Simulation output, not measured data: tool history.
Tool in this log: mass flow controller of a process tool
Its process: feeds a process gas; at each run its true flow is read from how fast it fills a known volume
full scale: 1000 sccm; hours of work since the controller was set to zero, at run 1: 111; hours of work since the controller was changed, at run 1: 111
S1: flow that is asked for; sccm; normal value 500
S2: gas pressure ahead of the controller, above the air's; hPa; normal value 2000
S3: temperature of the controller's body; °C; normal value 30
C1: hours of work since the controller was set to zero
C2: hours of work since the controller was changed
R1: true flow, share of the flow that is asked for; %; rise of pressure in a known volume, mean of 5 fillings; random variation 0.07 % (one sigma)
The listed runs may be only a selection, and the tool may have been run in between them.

{"run": 1, "hour": 0.0, "S1": 500, "S2": 2000, "S3": 30, "C1": 111, "C2": 111, "R1": 99.22}
{"run": 2, "hour": 95.5, "S1": 171, "S2": 2000, "S3": 30, "C1": 164, "C2": 164, "R1": 98.86}
{"run": 3, "hour": 185.9, "S1": 171, "S2": 2000, "S3": 30, "C1": 213, "C2": 213, "R1": 98.79}
{"run": 4, "hour": 236.2, "S1": 500, "S2": 2000, "S3": 30, "C1": 241, "C2": 241, "R1": 98.94}
{"run": 5, "hour": 288.2, "S1": 500, "S2": 2000, "S3": 30, "C1": 270, "C2": 270, "R1": 98.81}
{"run": 6, "hour": 365.8, "S1": 107, "S2": 2000, "S3": 30, "C1": 312, "C2": 312, "R1": 98.55}
{"run": 7, "hour": 461.3, "S1": 500, "S2": 2000, "S3": 30, "C1": 365, "C2": 365, "R1": 98.56}
{"run": 8, "hour": 556.8, "S1": 500, "S2": 2000, "S3": 30, "C1": 417, "C2": 417, "R1": 98.52}
{"run": 9, "hour": 652.1, "S1": 500, "S2": 2000, "S3": 30, "C1": 469, "C2": 469, "R1": 98.19}
{"run": 10, "hour": 705.3, "S1": 500, "S2": 2000, "S3": 30, "C1": 499, "C2": 499, "R1": 98.09}
{"run": 11, "hour": 755.2, "S1": 500, "S2": 2000, "S3": 30, "C1": 526, "C2": 526, "R1": 97.91}
{"run": 12, "hour": 806.6, "S1": 500, "S2": 2000, "S3": 30, "C1": 554, "C2": 554, "R1": 97.98}
{"hour": 862.4, "done": "gauge calibrated"}
{"run": 13, "hour": 862.4, "S1": 500, "S2": 2000, "S3": 30, "C1": 585, "C2": 585, "R1": 99.31}
{"run": 14, "hour": 948.4, "S1": 500, "S2": 2000, "S3": 30, "C1": 632, "C2": 632, "R1": 99.13}
{"run": 15, "hour": 999.3, "S1": 500, "S2": 2000, "S3": 30, "C1": 660, "C2": 660, "R1": 99.0}
{"run": 16, "hour": 1055.7, "S1": 500, "S2": 2000, "S3": 30, "C1": 691, "C2": 691, "R1": 98.81}
{"run": 17, "hour": 1108.1, "S1": 500, "S2": 2000, "S3": 30, "C1": 720, "C2": 720, "R1": 98.9}
{"run": 18, "hour": 1160.8, "S1": 500, "S2": 2000, "S3": 30, "C1": 749, "C2": 749, "R1": 98.81}
{"run": 19, "hour": 1227.9, "S1": 500, "S2": 2000, "S3": 30, "C1": 786, "C2": 786, "R1": 98.75}
{"run": 20, "hour": 1286.9, "S1": 500, "S2": 2000, "S3": 30, "C1": 818, "C2": 818, "R1": 98.72}
{"run": 21, "hour": 1371.8, "S1": 500, "S2": 2000, "S3": 30, "C1": 865, "C2": 865, "R1": 98.28}
{"run": 22, "hour": 1451.3, "S1": 500, "S2": 2000, "S3": 30, "C1": 909, "C2": 909, "R1": 98.4}
{"run": 23, "hour": 1543.3, "S1": 282, "S2": 2000, "S3": 30, "C1": 959, "C2": 959, "R1": 98.12}
{"run": 24, "hour": 1638.8, "S1": 198, "S2": 2000, "S3": 30, "C1": 1012, "C2": 1012, "R1": 98.05}
{"run": 25, "hour": 1716.3, "S1": 380, "S2": 2000, "S3": 24, "C1": 1054, "C2": 1054, "R1": 98.46}
{"run": 26, "hour": 1793.4, "S1": 479, "S2": 1530, "S3": 29, "C1": 1097, "C2": 1097, "R1": 98.25}
{"run": 27, "hour": 1846.5, "S1": 479, "S2": 1530, "S3": 29, "C1": 1126, "C2": 1126, "R1": 98.17}
{"run": 28, "hour": 1926.7, "S1": 318, "S2": 2000, "S3": 30, "C1": 1170, "C2": 1170, "R1": 97.54}
{"run": 29, "hour": 1968.6, "S1": 318, "S2": 2000, "S3": 30, "C1": 1193, "C2": 1193, "R1": 97.44}
{"run": 30, "hour": 2028.0, "S1": 500, "S2": 2410, "S3": 24, "C1": 1226, "C2": 1226, "R1": 97.88}
{"run": 31, "hour": 2113.9, "S1": 345, "S2": 1440, "S3": 20, "C1": 1273, "C2": 1273, "R1": 98.58}
{"run": 32, "hour": 2198.8, "S1": 500, "S2": 2000, "S3": 22, "C1": 1319, "C2": 1319, "R1": 97.95}
{"run": 33, "hour": 2260.7, "S1": 593, "S2": 2590, "S3": 30, "C1": 1354, "C2": 1354, "R1": 96.9}
{"run": 34, "hour": 2317.0, "S1": 141, "S2": 2090, "S3": 21, "C1": 1384, "C2": 1384, "R1": 97.73}
{"run": 35, "hour": 2392.5, "S1": 232, "S2": 1830, "S3": 35, "C1": 1426, "C2": 1426, "R1": 96.37}
{"run": 36, "hour": 2473.4, "S1": 181, "S2": 2320, "S3": 30, "C1": 1470, "C2": 1470, "R1": 96.45}
{"run": 37, "hour": 2554.8, "S1": 192, "S2": 1910, "S3": 30, "C1": 1515, "C2": 1515, "R1": 96.63}
{"hour": 2582.1, "done": "gauge calibrated"}
{"run": 38, "hour": 2631.1, "S1": 223, "S2": 1910, "S3": 38, "C1": 1557, "C2": 1557, "R1": 98.27}
{"run": 39, "hour": 2719.8, "S1": 569, "S2": 2300, "S3": 30, "C1": 1606, "C2": 1606, "R1": 98.9}
{"run": 40, "hour": 2812.0, "S1": 500, "S2": 2320, "S3": 25, "C1": 1656, "C2": 1656, "R1": 99.18}
{"run": 41, "hour": 2885.1, "S1": 500, "S2": 2320, "S3": 25, "C1": 1697, "C2": 1697, "R1": 99.15}
{"run": 42, "hour": 2984.1, "S1": 500, "S2": 2320, "S3": 25, "C1": 1751, "C2": 1751, "R1": 98.85}
{"run": 43, "hour": 3083.4, "S1": 500, "S2": 2320, "S3": 25, "C1": 1806, "C2": 1806, "R1": 98.85}
{"run": 44, "hour": 3141.1, "S1": 500, "S2": 2320, "S3": 25, "C1": 1837, "C2": 1837, "R1": 98.62}
{"run": 45, "hour": 3187.7, "S1": 160, "S2": 2000, "S3": 30, "C1": 1863, "C2": 1863, "R1": 98.11}
{"run": 46, "hour": 3227.8, "S1": 500, "S2": 2400, "S3": 25, "C1": 1885, "C2": 1885, "R1": 98.6}
{"run": 47, "hour": 3272.0, "S1": 381, "S2": 2510, "S3": 30, "C1": 1909, "C2": 1909, "R1": 97.9}

Alternative continuations, all from the tool just after run 47; predict every row:
{"run": "A", "hour": 3331.5, "S1": 676, "S2": 2000, "S3": 30, "C1": 1942, "C2": 1942, "R1": "?"}
{"run": "B", "hour": 3331.5, "S1": 303, "S2": 2580, "S3": 30, "C1": 1942, "C2": 1942, "R1": "?"}
{"run": "C", "hour": 3331.5, "S1": 500, "S2": 2640, "S3": 30, "C1": 1942, "C2": 1942, "R1": "?"}

run=A R1=98.21
run=B R1=97.60
run=C R1=97.68
With the hidden condition removed and each run's random variation left untouched, the same runs would have given:
run=A R1=99.35
run=B R1=98.72
run=C R1=98.80
